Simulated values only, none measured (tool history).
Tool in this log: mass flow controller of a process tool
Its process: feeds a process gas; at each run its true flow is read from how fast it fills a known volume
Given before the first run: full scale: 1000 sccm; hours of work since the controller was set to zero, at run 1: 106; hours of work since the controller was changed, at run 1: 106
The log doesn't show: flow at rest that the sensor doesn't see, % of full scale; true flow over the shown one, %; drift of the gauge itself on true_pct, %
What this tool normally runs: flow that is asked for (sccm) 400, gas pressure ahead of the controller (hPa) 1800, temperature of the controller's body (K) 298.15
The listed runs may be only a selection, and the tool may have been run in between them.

run	hour	flow that is asked for (sccm)	gas pressure ahead of the controller (hPa)	temperature of the controller's body (K)	hours of work since the controller was set to zero	hours of work since the controller was changed	true flow (%)
1	0	400	1800	298.15	106	106	99.42
2	79.8	400	1800	298.15	136	136	99.43
3	150.6	400	1800	298.15	163	163	99.31
4	254.2	400	1800	298.15	202	202	99.4
5	343.3	400	1800	298.15	235	235	99.31
6	463.5	499	1800	298.15	281	281	99.34
7	559	400	2020	298.15	317	317	99.22
8	651.5	400	1800	294.15	352	352	99.62
9	766.2	400	1800	298.15	395	395	99.17
10	893	400	1800	298.15	443	443	99.05
11	986.6	400	1800	298.15	479	479	99.02
12	1084.9	400	1800	298.15	516	516	99.11
13	1222.9	400	1800	298.15	568	568	99.02
14	1302.4	400	1800	310.15	598	598	97.92
15	1365.6	303	1800	298.15	622	622	98.8
# hour 1373.7: controller's zero set anew
16	1499.8	303	1800	298.15	48	672	98.57
17	1615.5	303	1800	298.15	91	716	98.5
18	1713.7	478	1510	299.15	128	753	99.07
# hour 1762.9: controller's zero set anew, once more
19	1771.4	121	1800	298.15	3	775	98.99
20	1884.1	121	1800	298.15	46	818	98.98
21	2015.8	400	1760	309.15	96	867	98.25
22	2129.5	567	1760	309.15	139	910	98.42
23	2246.4	748	1800	298.15	183	954	99.48
24	2366.4	748	1800	298.15	228	1000	99.42
25	2468.1	493	1900	303.15	267	1038	98.81
26	2584.1	121	2290	298.15	310	1082	97.86
27	2708.6	173	1410	298.15	357	1129	98.71
28	2824.5	338	2300	300.15	401	1173	98.36
29	2931.9	120	2000	298.15	442	1214	97.76
30	3020.8	120	2000	298.15	475	1247	97.67

Some steps in true flow (%), run to run, broken into two amounts with sign: the step expected even without the hidden condition (settings, incoming material, random variation), and the rest, left for the hidden condition together with whatever gauge scatter is not in both the measured and the hidden-condition-free result:
Run 13 -> 14: temperature of the controller's body (K) 298.15 -> 310.15. true flow (%) -1.1: hidden state -0.03, all else -1.07.
Run 18 -> 19: flow that is asked for (sccm) 478 -> 121, gas pressure ahead of the controller (hPa) 1510 -> 1800, temperature of the controller's body (K) 299.15 -> 298.15, controller's zero set anew, once more. true flow (%) -0.08: hidden state +0.45, all else -0.53.
Run 22 -> 23: flow that is asked for (sccm) 567 -> 748, gas pressure ahead of the controller (hPa) 1760 -> 1800, temperature of the controller's body (K) 309.15 -> 298.15. true flow (%) +1.06: hidden state +0, all else +1.06.
Run 25 -> 26: flow that is asked for (sccm) 493 -> 121, gas pressure ahead of the controller (hPa) 1900 -> 2290, temperature of the controller's body (K) 303.15 -> 298.15. true flow (%) -0.95: hidden state -0.66, all else -0.29.
Run 28 -> 29: flow that is asked for (sccm) 338 -> 120, gas pressure ahead of the controller (hPa) 2300 -> 2000, temperature of the controller's body (K) 300.15 -> 298.15. true flow (%) -0.6: hidden state -0.75, all else +0.15.
